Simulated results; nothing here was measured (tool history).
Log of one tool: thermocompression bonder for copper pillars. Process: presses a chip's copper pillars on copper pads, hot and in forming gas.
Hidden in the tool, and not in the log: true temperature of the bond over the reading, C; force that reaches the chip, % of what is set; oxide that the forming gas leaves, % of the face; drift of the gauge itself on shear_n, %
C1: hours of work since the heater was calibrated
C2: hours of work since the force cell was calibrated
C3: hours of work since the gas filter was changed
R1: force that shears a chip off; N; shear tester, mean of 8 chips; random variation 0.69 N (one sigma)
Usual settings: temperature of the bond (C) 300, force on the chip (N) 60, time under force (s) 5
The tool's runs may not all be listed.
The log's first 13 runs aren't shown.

{"hour": 606.6, "done": "forming gas filter changed"}
{"run": 14, "hour": 652.0, "temperature of the bond (C)": 300, "force on the chip (N)": 60, "time under force (s)": 10, "C1": 74, "C2": 931, "C3": 19, "R1": 85.4}
{"run": 15, "hour": 703.9, "temperature of the bond (C)": 300, "force on the chip (N)": 60, "time under force (s)": 10, "C1": 95, "C2": 952, "C3": 40, "R1": 84.6}
{"run": 16, "hour": 750.5, "temperature of the bond (C)": 300, "force on the chip (N)": 60, "time under force (s)": 10, "C1": 114, "C2": 971, "C3": 59, "R1": 84.4}
{"run": 17, "hour": 797.3, "temperature of the bond (C)": 272, "force on the chip (N)": 59, "time under force (s)": 4, "C1": 134, "C2": 990, "C3": 78, "R1": 41.9}
{"run": 18, "hour": 838.1, "temperature of the bond (C)": 318, "force on the chip (N)": 65, "time under force (s)": 4, "C1": 150, "C2": 1007, "C3": 94, "R1": 73.6}
{"run": 19, "hour": 894.9, "temperature of the bond (C)": 320, "force on the chip (N)": 78, "time under force (s)": 5, "C1": 173, "C2": 1030, "C3": 118, "R1": 84.2}
{"hour": 927.5, "done": "forming gas filter changed"}
{"run": 20, "hour": 928.1, "temperature of the bond (C)": 320, "force on the chip (N)": 78, "time under force (s)": 5, "C1": 187, "C2": 1043, "C3": 0, "R1": 90.7}
{"run": 21, "hour": 957.3, "temperature of the bond (C)": 274, "force on the chip (N)": 52, "time under force (s)": 15, "C1": 199, "C2": 1055, "C3": 12, "R1": 70.5}
{"run": 22, "hour": 993.6, "temperature of the bond (C)": 300, "force on the chip (N)": 84, "time under force (s)": 4, "C1": 213, "C2": 1070, "C3": 27, "R1": 71.8}
{"run": 23, "hour": 1049.2, "temperature of the bond (C)": 306, "force on the chip (N)": 90, "time under force (s)": 11, "C1": 236, "C2": 1093, "C3": 50, "R1": 105.2}
{"run": 24, "hour": 1104.4, "temperature of the bond (C)": 298, "force on the chip (N)": 57, "time under force (s)": 5, "C1": 259, "C2": 1115, "C3": 72, "R1": 60.9}
{"run": 25, "hour": 1146.4, "temperature of the bond (C)": 298, "force on the chip (N)": 43, "time under force (s)": 5, "C1": 276, "C2": 1132, "C3": 89, "R1": 51.7}
{"run": 26, "hour": 1187.1, "temperature of the bond (C)": 328, "force on the chip (N)": 66, "time under force (s)": 11, "C1": 292, "C2": 1149, "C3": 106, "R1": 106.5}
{"run": 27, "hour": 1228.1, "temperature of the bond (C)": 292, "force on the chip (N)": 60, "time under force (s)": 8, "C1": 309, "C2": 1166, "C3": 123, "R1": 66}
{"hour": 1247.6, "done": "forming gas filter changed"}
{"run": 28, "hour": 1287.5, "temperature of the bond (C)": 285, "force on the chip (N)": 60, "time under force (s)": 4, "C1": 333, "C2": 1190, "C3": 16, "R1": 50.8}
{"run": 29, "hour": 1316.4, "temperature of the bond (C)": 321, "force on the chip (N)": 60, "time under force (s)": 6, "C1": 345, "C2": 1201, "C3": 28, "R1": 84.8}
{"run": 30, "hour": 1345.1, "temperature of the bond (C)": 321, "force on the chip (N)": 60, "time under force (s)": 6, "C1": 357, "C2": 1213, "C3": 40, "R1": 81.8}
{"run": 31, "hour": 1376.4, "temperature of the bond (C)": 321, "force on the chip (N)": 60, "time under force (s)": 6, "C1": 369, "C2": 1226, "C3": 53, "R1": 82.9}

5 ways to go on from here, each from the tool as it stands after run 31. What would each give?
{"run": "A", "hour": 1414.4, "temperature of the bond (C)": 295, "force on the chip (N)": 42, "time under force (s)": 10, "C1": 385, "C2": 1241, "C3": 68, "R1": "?"}
{"run": "B", "hour": 1414.4, "temperature of the bond (C)": 292, "force on the chip (N)": 81, "time under force (s)": 5, "C1": 385, "C2": 1241, "C3": 68, "R1": "?"}
{"run": "C", "hour": 1414.4, "temperature of the bond (C)": 314, "force on the chip (N)": 60, "time under force (s)": 5, "C1": 385, "C2": 1241, "C3": 68, "R1": "?"}
{"run": "D", "hour": 1414.4, "temperature of the bond (C)": 321, "force on the chip (N)": 60, "time under force (s)": 14, "C1": 385, "C2": 1241, "C3": 68, "R1": "?"}
{"run": "E", "hour": 1414.4, "temperature of the bond (C)": 276, "force on the chip (N)": 62, "time under force (s)": 8, "C1": 385, "C2": 1241, "C3": 68, "R1": "?"}

run=A R1=64.9
run=B R1=65.8
run=C R1=72.9
run=D R1=104.9
run=E R1=58.8
Without the tool's hidden state the same runs would have given:
run=A R1=70.6
run=B R1=71.6
run=C R1=78.7
run=D R1=112.2
run=E R1=64.4

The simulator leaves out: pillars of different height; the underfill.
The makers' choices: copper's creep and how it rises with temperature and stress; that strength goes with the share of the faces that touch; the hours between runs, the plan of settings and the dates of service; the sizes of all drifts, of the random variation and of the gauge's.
